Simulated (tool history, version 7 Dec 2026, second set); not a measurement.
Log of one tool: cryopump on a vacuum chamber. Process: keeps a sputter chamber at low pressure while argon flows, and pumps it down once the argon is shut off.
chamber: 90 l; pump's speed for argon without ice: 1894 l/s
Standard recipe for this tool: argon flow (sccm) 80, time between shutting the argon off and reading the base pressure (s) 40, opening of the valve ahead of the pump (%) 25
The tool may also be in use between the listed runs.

| run | hour | argon flow (sccm) | time between shutting the argon off and reading the base pressure (s) | opening of the valve ahead of the pump (%) | pressure while argon flows (Pa) | pressure after the wait (uPa) |
|---|---|---|---|---|---|---|
| 1 | 0 | 80 | 40 | 25 | 0.296 | 1.31 |
| 2 | 46.5 | 80 | 40 | 25 | 0.2963 | 1.37 |
|  | 117.1 | pump warmed up, emptied and cooled again |
| 3 | 146.5 | 80 | 40 | 25 | 0.2903 | 1.37 |
| 4 | 236.5 | 80 | 40 | 25 | 0.2873 | 1.33 |
| 5 | 299.3 | 80 | 40 | 25 | 0.2889 | 1.35 |
| 6 | 345.1 | 80 | 40 | 25 | 0.2897 | 1.32 |
| 7 | 407.6 | 60 | 40 | 25 | 0.2185 | 1.39 |
| 8 | 457.9 | 60 | 40 | 25 | 0.2179 | 1.36 |
| 9 | 521.3 | 60 | 40 | 25 | 0.2203 | 1.45 |
| 10 | 571.7 | 60 | 40 | 25 | 0.2208 | 1.4 |
| 11 | 624.9 | 80 | 40 | 59 | 0.1289 | 1.39 |
| 12 | 676.4 | 137 | 40 | 59 | 0.222 | 1.39 |
| 13 | 760.6 | 137 | 154 | 59 | 0.2258 | 0.56 |
|  | 854.5 | pump warmed up, emptied and cooled again |
| 14 | 858.8 | 137 | 154 | 59 | 0.2098 | 0.56 |
| 15 | 931.8 | 137 | 59 | 59 | 0.2127 | 1.06 |

Forecast run 16:
| 16 | 1008.1 | 80 | 64 | 25 | ? | ? |

pressure while argon flows (Pa): 0.2888
pressure after the wait (uPa): 1
With the hidden condition absent and the run-to-run variation left alone, this run would have shown pressure while argon flows (Pa) 0.2853, pressure after the wait (uPa) 0.87.
